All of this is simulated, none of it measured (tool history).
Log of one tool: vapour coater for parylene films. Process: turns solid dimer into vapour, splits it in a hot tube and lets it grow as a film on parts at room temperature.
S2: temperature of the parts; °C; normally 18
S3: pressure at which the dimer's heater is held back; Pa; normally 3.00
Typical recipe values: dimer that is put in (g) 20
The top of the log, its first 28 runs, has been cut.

{"run": 29, "day": 65.404, "dimer that is put in (g)": 17, "S2": 15, "S3": 2.17, "thickness of the film (um)": 10.18}
{"run": 30, "day": 68.533, "dimer that is put in (g)": 26, "S2": 22, "S3": 2.07, "thickness of the film (um)": 13.55}
{"day": 69.85, "done": "trap's valve overhauled"}
{"run": 31, "day": 70.658, "dimer that is put in (g)": 12, "S2": 21, "S3": 8.43, "thickness of the film (um)": 6.49}
{"run": 32, "day": 73.7, "dimer that is put in (g)": 8, "S2": 23, "S3": 3.0, "thickness of the film (um)": 4.35}
{"run": 33, "day": 75.167, "dimer that is put in (g)": 8, "S2": 23, "S3": 3.0, "thickness of the film (um)": 4.43}
{"run": 34, "day": 78.404, "dimer that is put in (g)": 8, "S2": 23, "S3": 3.0, "thickness of the film (um)": 4.36}
{"run": 35, "day": 79.817, "dimer that is put in (g)": 20, "S2": 18, "S3": 10.6, "thickness of the film (um)": 11.14}
{"run": 36, "day": 81.85, "dimer that is put in (g)": 20, "S2": 18, "S3": 10.6, "thickness of the film (um)": 10.95}
{"run": 37, "day": 83.646, "dimer that is put in (g)": 10, "S2": 18, "S3": 3.68, "thickness of the film (um)": 5.81}
{"run": 38, "day": 86.525, "dimer that is put in (g)": 10, "S2": 18, "S3": 3.68, "thickness of the film (um)": 5.78}

What does the tool deliver on the next run?
{"run": 39, "day": 89.35, "dimer that is put in (g)": 19, "S2": 29, "S3": 3.0, "thickness of the film (um)": "?"}

thickness of the film (um): 9.12
Minus the tool's unlogged condition, the same run would have read thickness of the film (um) 9.60.
